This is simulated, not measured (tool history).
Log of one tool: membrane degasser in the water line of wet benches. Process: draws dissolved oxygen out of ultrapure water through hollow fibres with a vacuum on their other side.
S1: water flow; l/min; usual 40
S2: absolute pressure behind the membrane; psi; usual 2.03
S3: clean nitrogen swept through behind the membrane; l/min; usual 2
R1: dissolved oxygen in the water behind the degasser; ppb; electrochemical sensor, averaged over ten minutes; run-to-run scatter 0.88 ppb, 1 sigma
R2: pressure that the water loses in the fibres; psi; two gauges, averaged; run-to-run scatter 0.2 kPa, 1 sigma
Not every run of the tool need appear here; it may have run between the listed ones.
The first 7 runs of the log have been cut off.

run	hour	S1	S2	S3	R1	R2
8	940.4	40	2.8	2	672.2	6.141
9	1065.7	40	2.03	2	462.6	6.18
10	1189	40	2.03	2	464.1	6.193
11	1365	40	2.03	2	464.6	6.193
12	1454	40	2.03	2	463.2	6.131
13	1553	40	2.13	2	492.5	6.145
14	1711.5	40	2.13	3.72	287.8	6.197
15	1898.2	40	2.13	3.72	287.8	6.17
16	2034.3	40	2.13	3.72	288.6	6.142
17	2199.4	40	2.99	4.13	388.1	6.183
18	2369.6	32	1.44	2	242.2	4.924
19	2545.9	32	1.44	2	240.8	4.956
20	2634	32	1.44	1.92	249.4	4.91
21	2764.4	50	4.42	1.27	1785.8	7.699
22	2922.4	27	4.42	1.1	1262.3	4.193
23	3107	39	1.64	1.64	407.8	6.003
24	3216.2	35	1.25	0.96	390.4	5.41
25	3411.2	58	1.54	1.44	585.6	8.943
26	3591.3	45	2.71	2.37	625.9	6.93
27	3791	61	1.33	1.2	577.1	9.441
28	3967.2	50	1.33	1.2	487.6	7.717
29	4149.6	24	2.35	2.55	281.4	3.764
30	4302.5	48	2.35	2.55	530.1	7.391

Here are 5 independent what-if runs from the current tool condition. What would each one return?
A	4498.7	37	3.12	4.29	?	?
B	4498.7	29	1.93	2.75	?	?
C	4498.7	40	5.03	4.17	?	?
D	4498.7	40	1.48	2	?	?
E	4498.7	24	2.03	0.96	?	?

run	R1	R2
A	364.8	5.664
B	245.7	4.453
C	665.9	6.168
D	308.5	6.129
E	552.1	3.727
Stripped of hidden state, with their random variation kept, the same runs would have yielded:
run	R1	R2
A	364.7	5.662
B	245.6	4.451
C	665.8	6.166
D	308.4	6.128
E	552	3.726

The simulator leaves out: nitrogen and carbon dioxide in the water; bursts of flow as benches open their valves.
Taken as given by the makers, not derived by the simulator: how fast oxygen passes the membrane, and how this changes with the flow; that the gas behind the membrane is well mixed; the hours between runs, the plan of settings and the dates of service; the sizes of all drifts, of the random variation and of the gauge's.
